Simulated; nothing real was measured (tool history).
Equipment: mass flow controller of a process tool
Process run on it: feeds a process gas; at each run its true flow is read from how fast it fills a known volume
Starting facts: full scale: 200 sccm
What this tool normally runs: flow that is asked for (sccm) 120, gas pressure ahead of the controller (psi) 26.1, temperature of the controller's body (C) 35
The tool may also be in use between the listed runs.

run	hour	flow that is asked for (sccm)	gas pressure ahead of the controller (psi)	temperature of the controller's body (C)	true flow (%)
1	0.0	120	26.1	35	99.65
2	138.4	120	26.1	35	99.60
3	299.3	120	26.1	35	99.71
4	485.9	120	26.1	35	99.67
5	627.7	120	26.1	35	99.72
6	828.8	120	26.1	35	99.75
7	948.1	120	26.1	35	99.83
8	1106.2	120	26.1	35	99.97
9	1217.7	120	37.7	35	100.47
10	1309.6	120	37.7	35	100.53
11	1426.1	120	37.7	35	100.54
12	1591.6	120	37.7	35	100.63
13	1786.8	120	26.1	35	100.22
14	1973.3	120	26.1	35	100.17
15	2163.0	26	26.1	35	97.57
16	2306.8	120	26.1	35	100.22
17	2462.1	120	35.0	35	100.67
18	2654.3	120	35.0	35	100.87
19	2831.1	195	26.1	35	101.25
20	2957.9	120	26.1	23	101.13
21	3069.4	120	26.1	35	100.77
22	3219.9	120	21.9	35	100.38
23	3402.0	120	21.9	35	100.32
24	3548.5	120	21.9	35	100.49
25	3738.7	141	27.6	39	100.73
26	3878.2	188	23.6	36	101.23
27	3979.1	52	26.1	21	100.00
28	4113.5	93	22.5	36	100.21
29	4293.7	93	22.5	21	100.85
30	4396.9	93	22.5	21	100.95
31	4569.6	36	26.8	21	99.11
32	4730.0	62	26.1	34	99.83
33	4897.6	62	26.1	34	99.95
34	5050.1	73	21.5	21	100.56
# hour 5064.2: controller's zero set anew
35	5140.1	120	27.1	32	100.98
36	5245.1	120	30.6	32	101.16
37	5351.8	120	30.6	32	101.13
38	5498.7	129	38.7	25	102.14
39	5698.9	129	38.7	25	102.09
40	5902.8	129	38.7	25	102.19
41	6025.4	129	33.2	25	102.08
42	6180.0	79	34.5	35	100.49
# hour 6265.3: controller's zero set anew, once more
43	6385.7	120	33.6	35	102.88
44	6589.9	52	33.6	35	102.55
45	6748.4	52	33.6	35	102.64
46	6885.2	120	36.8	28	103.49
47	7048.2	20	33.2	33	102.03
48	7250.4	20	38.6	30	102.34

Here are 3 independent what-if runs from the current tool condition. What would each one return?
A	7334.2	120	26.1	32	?
B	7334.2	150	26.1	35	?
C	7334.2	22	28.4	30	?

run	true flow (%)
A	102.94
B	102.94
C	101.98
With the hidden condition removed and each run's random variation left untouched, the same runs would have given:
run	true flow (%)
A	99.10
B	99.06
C	98.86
